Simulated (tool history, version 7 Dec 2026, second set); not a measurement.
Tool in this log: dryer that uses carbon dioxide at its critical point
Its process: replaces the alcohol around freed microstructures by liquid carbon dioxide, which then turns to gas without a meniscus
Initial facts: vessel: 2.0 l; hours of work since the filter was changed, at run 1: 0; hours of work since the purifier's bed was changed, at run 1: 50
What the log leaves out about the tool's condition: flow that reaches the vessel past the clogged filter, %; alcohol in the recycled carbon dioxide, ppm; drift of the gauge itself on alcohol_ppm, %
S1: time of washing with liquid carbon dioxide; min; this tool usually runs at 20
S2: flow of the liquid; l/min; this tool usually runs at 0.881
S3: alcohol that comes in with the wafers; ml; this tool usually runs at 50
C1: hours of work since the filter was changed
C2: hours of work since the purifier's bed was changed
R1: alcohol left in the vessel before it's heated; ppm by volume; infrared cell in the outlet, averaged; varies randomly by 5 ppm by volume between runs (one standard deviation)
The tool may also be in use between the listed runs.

run    hour  S1     S2  S3   C1   C2   R1
  1     0.0  20  0.881  50    0   50   43
  2    31.3  20  0.881  50   12   62   44
  3    99.1  20  0.881  50   38   88   44
  4   161.5  20  0.881  50   62  112   63
  5   201.6  20  0.934  50   77  128   88
  6   258.9  20  0.934  50  100  150   78
  7   302.5  20  0.881  50  116  166   97
  8   359.7  20  0.881  50  138  188  103
  9   423.0  20  0.881  50  163  213  108
 10   465.2  20  0.821  50  179  229  128
 11   509.1  20  0.821  50  196  246  127
 12   573.4  20  0.821  50  220  271  145
 13   634.0  20  0.881  50  244  294  150
 14   683.2  22  0.650  21  263  313  175
 15   722.5  12  0.881  52  278  328  396
 16   762.9  12  0.881  52  293  343  419
 17   793.4  13  0.648  50  305  355  832
 18   854.8  28  1.104  52  329  379  182
 19   886.4  18  0.584  52  341  391  519
      904.5  -- inlet filter changed
 20   945.8  20  1.321  84   16  413  189
 21   984.6  13  1.148  22   31  428  200
 22  1023.3  13  1.148  22   46  443  209
 23  1083.4  13  1.148  22   69  466  227
 24  1140.8  31  1.060  59   91  488  214
 25  1183.5  32  0.998  59  107  505  236

Entry by entry between the runs, the difference in hidden state between the last listed run before and the first listed run after:
Run 19 -> run 20: inlet filter changed (hour 904.5)
  flow that reaches the vessel past the clogged filter, %: 92.5 -> 99.6; alcohol in the recycled carbon dioxide, ppm: 179.2 -> 189.2
  measured value less the no-hidden-state value, R1: +278 -> +185 ppm by volume
